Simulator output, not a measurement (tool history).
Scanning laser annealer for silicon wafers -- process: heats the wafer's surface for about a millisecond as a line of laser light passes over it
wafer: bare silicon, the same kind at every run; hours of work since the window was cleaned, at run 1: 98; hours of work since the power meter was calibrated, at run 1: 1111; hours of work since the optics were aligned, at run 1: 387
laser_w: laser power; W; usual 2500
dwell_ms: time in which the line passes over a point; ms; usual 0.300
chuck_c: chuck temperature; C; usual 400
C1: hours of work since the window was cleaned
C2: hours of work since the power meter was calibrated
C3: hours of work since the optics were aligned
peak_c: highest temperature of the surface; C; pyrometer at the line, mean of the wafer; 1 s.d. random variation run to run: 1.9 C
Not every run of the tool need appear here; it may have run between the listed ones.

Run 1, hour 0.0: usual settings; C1 98; C2 1111; C3 387. Result: peak_c 1225 C.
Run 2, hour 49.4: usual settings but laser_w 2209 W; C1 138; C2 1151; C3 427. Result: peak_c 1123 C.
Run 3, hour 95.4: usual settings but laser_w 2209 W; C1 175; C2 1188; C3 463. Result: peak_c 1124 C.
Run 4, hour 127.3: usual settings but laser_w 2450 W; C1 200; C2 1213; C3 489. Result: peak_c 1199 C.
Run 5, hour 172.6: usual settings but chuck_c 424 C; C1 236; C2 1249; C3 525. Result: peak_c 1241 C.
Run 6, hour 205.5: usual settings but chuck_c 424 C; C1 263; C2 1276; C3 551. Result: peak_c 1242 C.
Run 7, hour 266.0: usual settings but chuck_c 424 C; C1 311; C2 1324; C3 600. Result: peak_c 1237 C.
Run 8, hour 314.1: usual settings; C1 349; C2 1362; C3 638. Result: peak_c 1210 C.
Run 9, hour 346.1: usual settings; C1 375; C2 1388; C3 664. Result: peak_c 1212 C.
Run 10, hour 407.8: usual settings but chuck_c 405 C; C1 424; C2 1437; C3 713. Result: peak_c 1212 C.
Run 11, hour 477.5: usual settings; C1 480; C2 1493; C3 769. Result: peak_c 1208 C.
Run 12, hour 545.2: usual settings; C1 534; C2 1547; C3 823. Result: peak_c 1207 C.
Run 13, hour 597.2: usual settings but chuck_c 384 C; C1 576; C2 1589; C3 865. Result: peak_c 1190 C.
Run 14, hour 634.6: usual settings but chuck_c 384 C; C1 606; C2 1619; C3 895. Result: peak_c 1184 C.
At hour 644.4: laser's power meter calibrated.
Run 15, hour 675.3: usual settings but dwell_ms 0.218 ms, chuck_c 431 C; C1 636; C2 25; C3 925. Result: peak_c 1115 C.
Run 16, hour 710.4: usual settings but dwell_ms 0.218 ms, chuck_c 431 C; C1 664; C2 53; C3 953. Result: peak_c 1111 C.
Run 17, hour 740.8: usual settings but chuck_c 371 C; C1 688; C2 77; C3 977. Result: peak_c 1174 C.
Run 18, hour 803.4: usual settings but laser_w 2228 W, dwell_ms 0.289 ms, chuck_c 363 C; C1 738; C2 127; C3 1027. Result: peak_c 1062 C.
At hour 853.6: window over the wafer cleaned.
Run 19, hour 869.2: usual settings but laser_w 2228 W, dwell_ms 0.245 ms, chuck_c 393 C; C1 12; C2 178; C3 1078. Result: peak_c 1056 C.
Run 20, hour 931.4: usual settings but dwell_ms 0.214 ms, chuck_c 419 C; C1 62; C2 228; C3 1128. Result: peak_c 1110 C.
Run 21, hour 982.3: usual settings but dwell_ms 0.214 ms, chuck_c 419 C; C1 103; C2 269; C3 1169. Result: peak_c 1109 C.
Run 22, hour 1040.1: usual settings but laser_w 2253 W, dwell_ms 0.357 ms, chuck_c 370 C; C1 149; C2 315; C3 1215. Result: peak_c 1181 C.
At hour 1048.9: optics aligned, line set to its width.
At hour 1055.9: laser's power meter calibrated, once more.
Run 23, hour 1105.2: usual settings but dwell_ms 0.275 ms, chuck_c 428 C; C1 195; C2 39; C3 43. Result: peak_c 1201 C.
Run 24, hour 1150.7: usual settings but dwell_ms 0.275 ms, chuck_c 428 C; C1 231; C2 76; C3 79. Result: peak_c 1199 C.
Run 25, hour 1188.3: usual settings but laser_w 2510 W, dwell_ms 0.218 ms, chuck_c 428 C; C1 261; C2 106; C3 109. Result: peak_c 1115 C.
Run 26, hour 1247.1: usual settings but chuck_c 419 C; C1 308; C2 153; C3 156. Result: peak_c 1223 C.

Forecast each of these 3 alternatives for the next run:
Run A, hour 1304.4: usual settings but laser_w 2615 W, dwell_ms 0.298 ms, chuck_c 376 C; C1 354; C2 199; C3 202. Result: peak_c ?.
Run B, hour 1304.4: usual settings but laser_w 2657 W, chuck_c 419 C; C1 354; C2 199; C3 202. Result: peak_c ?.
Run C, hour 1304.4: usual settings but chuck_c 388 C; C1 354; C2 199; C3 202. Result: peak_c ?.

run  peak_c
  A    1212
  B    1273
  C    1193
Without the tool's hidden state the same runs would have given:
run  peak_c
  A    1236
  B    1297
  C    1216
